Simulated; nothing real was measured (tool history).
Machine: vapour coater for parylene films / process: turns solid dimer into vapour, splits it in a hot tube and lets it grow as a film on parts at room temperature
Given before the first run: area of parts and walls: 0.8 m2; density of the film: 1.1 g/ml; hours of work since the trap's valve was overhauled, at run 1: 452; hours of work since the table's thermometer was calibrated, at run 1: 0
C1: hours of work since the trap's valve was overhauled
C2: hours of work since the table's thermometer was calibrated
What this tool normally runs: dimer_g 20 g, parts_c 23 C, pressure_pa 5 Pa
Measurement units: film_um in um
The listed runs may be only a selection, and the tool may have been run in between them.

Run 1, day 0: usual settings; C1 452; C2 0. Result: film_um 12.57 um.
Run 2, day 1.812: usual settings; C1 476; C2 24. Result: film_um 12.73 um.
Run 3, day 3.875: usual settings; C1 504; C2 51. Result: film_um 12.56 um.
Run 4, day 6.333: usual settings; C1 536; C2 84. Result: film_um 12.52 um.
Run 5, day 8.521: usual settings; C1 566; C2 113. Result: film_um 12.32 um.
At day 9.408: trap's valve overhauled.
Run 6, day 11.096: usual settings; C1 22; C2 145. Result: film_um 13.58 um.
Run 7, day 13.792: usual settings but dimer_g 19 g; C1 58; C2 181. Result: film_um 12.78 um.
Run 8, day 15.267: usual settings but dimer_g 19 g; C1 78; C2 200. Result: film_um 12.5 um.
Run 9, day 17.446: usual settings but dimer_g 19 g, pressure_pa 4.31 Pa; C1 107; C2 229. Result: film_um 13.15 um.
Run 10, day 19.275: usual settings but pressure_pa 3.14 Pa; C1 131; C2 254. Result: film_um 14.83 um.
Run 11, day 20.554: usual settings but pressure_pa 3.14 Pa; C1 148; C2 271. Result: film_um 14.54 um.
Run 12, day 21.912: usual settings; C1 166; C2 289. Result: film_um 13.33 um.
Run 13, day 24.438: usual settings; C1 200; C2 322. Result: film_um 13.11 um.
Run 14, day 27.129: usual settings; C1 235; C2 358. Result: film_um 13.08 um.
Run 15, day 30.046: usual settings; C1 274; C2 397. Result: film_um 13.19 um.
Run 16, day 32.858: usual settings but pressure_pa 11.93 Pa; C1 311; C2 434. Result: film_um 10.83 um.
Run 17, day 34.988: usual settings but pressure_pa 11.93 Pa; C1 340; C2 462. Result: film_um 10.75 um.
Run 18, day 37.742: usual settings but pressure_pa 11.93 Pa; C1 376; C2 499. Result: film_um 10.64 um.
Run 19, day 39.425: usual settings but pressure_pa 2.89 Pa; C1 399; C2 521. Result: film_um 14.63 um.
Run 20, day 41.046: usual settings but pressure_pa 2.89 Pa; C1 420; C2 543. Result: film_um 14.45 um.
Run 21, day 43.4: usual settings but dimer_g 10 g; C1 451; C2 574. Result: film_um 6.45 um.
Run 22, day 45.558: usual settings but dimer_g 10 g; C1 480; C2 603. Result: film_um 6.35 um.
Run 23, day 48.325: usual settings but dimer_g 18 g; C1 517; C2 639. Result: film_um 11.36 um.
Run 24, day 50.167: usual settings but dimer_g 18 g; C1 541; C2 664. Result: film_um 11.33 um.
Run 25, day 52.225: usual settings but pressure_pa 2.64 Pa; C1 568; C2 691. Result: film_um 14.38 um.
At day 53.05: trap's valve overhauled.
Run 26, day 54.262: usual settings but parts_c 16 C, pressure_pa 2.71 Pa; C1 16; C2 716. Result: film_um 20.06 um.
Run 27, day 55.562: usual settings but dimer_g 12 g, parts_c 20 C, pressure_pa 6.02 Pa; C1 33; C2 733. Result: film_um 8.82 um.
Run 28, day 57.992: usual settings but dimer_g 11 g, parts_c 16 C, pressure_pa 4.8 Pa; C1 66; C2 766. Result: film_um 9.7 um.
Run 29, day 60.1: usual settings but dimer_g 11 g, parts_c 16 C, pressure_pa 4.8 Pa; C1 94; C2 794. Result: film_um 9.73 um.
Run 30, day 62.988: usual settings but dimer_g 11 g, parts_c 28 C, pressure_pa 2.06 Pa; C1 132; C2 832. Result: film_um 7.58 um.
Run 31, day 65.883: usual settings but dimer_g 11 g, parts_c 28 C, pressure_pa 2.06 Pa; C1 170; C2 870. Result: film_um 7.48 um.
Run 32, day 68.742: usual settings but dimer_g 11 g, parts_c 28 C, pressure_pa 2.06 Pa; C1 208; C2 908. Result: film_um 7.39 um.
Run 33, day 71.192: usual settings but dimer_g 36 g, pressure_pa 5.22 Pa; C1 241; C2 941. Result: film_um 23.63 um.
Run 34, day 73.229: usual settings but dimer_g 36 g, pressure_pa 5.22 Pa; C1 268; C2 968. Result: film_um 23.56 um.
Run 35, day 75.054: usual settings but dimer_g 10 g, pressure_pa 5.22 Pa; C1 292; C2 992. Result: film_um 6.48 um.
Run 36, day 77: usual settings but dimer_g 8 g, parts_c 19 C, pressure_pa 4.09 Pa; C1 318; C2 1018. Result: film_um 6.39 um.
Run 37, day 79.279: usual settings but dimer_g 8 g, parts_c 19 C, pressure_pa 4.09 Pa; C1 348; C2 1048. Result: film_um 6.33 um.
Run 38, day 81.954: usual settings but parts_c 19 C, pressure_pa 7.6 Pa; C1 384; C2 1084. Result: film_um 13.66 um.
Run 39, day 84.517: usual settings but dimer_g 18 g, parts_c 19 C, pressure_pa 7.16 Pa; C1 418; C2 1118. Result: film_um 12.54 um.
At day 84.962: table's thermometer calibrated.
Run 40, day 85.9: usual settings but dimer_g 18 g, parts_c 19 C, pressure_pa 7.16 Pa; C1 436; C2 12. Result: film_um 12.09 um.
Run 41, day 88.679: usual settings but dimer_g 18 g, parts_c 19 C, pressure_pa 7.16 Pa; C1 472; C2 49. Result: film_um 12.05 um.
Run 42, day 90.017: usual settings but dimer_g 11 g, parts_c 32 C; C1 490; C2 67. Result: film_um 4.95 um.
Run 43, day 92.471: usual settings but pressure_pa 5.44 Pa; C1 523; C2 100. Result: film_um 12.15 um.
Run 44, day 94.154: usual settings but dimer_g 25 g, parts_c 19 C, pressure_pa 8.33 Pa; C1 545; C2 122. Result: film_um 16.13 um.
Run 45, day 95.692: usual settings but dimer_g 25 g, parts_c 19 C, pressure_pa 8.33 Pa; C1 566; C2 142. Result: film_um 16.09 um.
At day 96.654: trap's valve overhauled.
Run 46, day 97.904: usual settings but dimer_g 34 g, parts_c 17 C; C1 17; C2 170. Result: film_um 28.84 um.

Below are 4 alternative next runs, each starting from the tool's condition after run 46. Predict each:
Run A, day 100.542: usual settings but dimer_g 34 g, parts_c 17 C, pressure_pa 7.05 Pa; C1 52; C2 205. Result: film_um ?.
Run B, day 100.542: usual settings but parts_c 19 C, pressure_pa 8.13 Pa; C1 52; C2 205. Result: film_um ?.
Run C, day 100.542: usual settings but dimer_g 34 g, parts_c 22 C, pressure_pa 3.73 Pa; C1 52; C2 205. Result: film_um ?.
Run D, day 100.542: usual settings but dimer_g 32 g, parts_c 25 C, pressure_pa 3.32 Pa; C1 52; C2 205. Result: film_um ?.

run  film_um
  A    26.31
  B    13.87
  C     25.4
  D     21.8
With no hidden state in the tool, these same runs would have given:
run  film_um
  A    26.78
  B    14.11
  C    25.85
  D    22.18

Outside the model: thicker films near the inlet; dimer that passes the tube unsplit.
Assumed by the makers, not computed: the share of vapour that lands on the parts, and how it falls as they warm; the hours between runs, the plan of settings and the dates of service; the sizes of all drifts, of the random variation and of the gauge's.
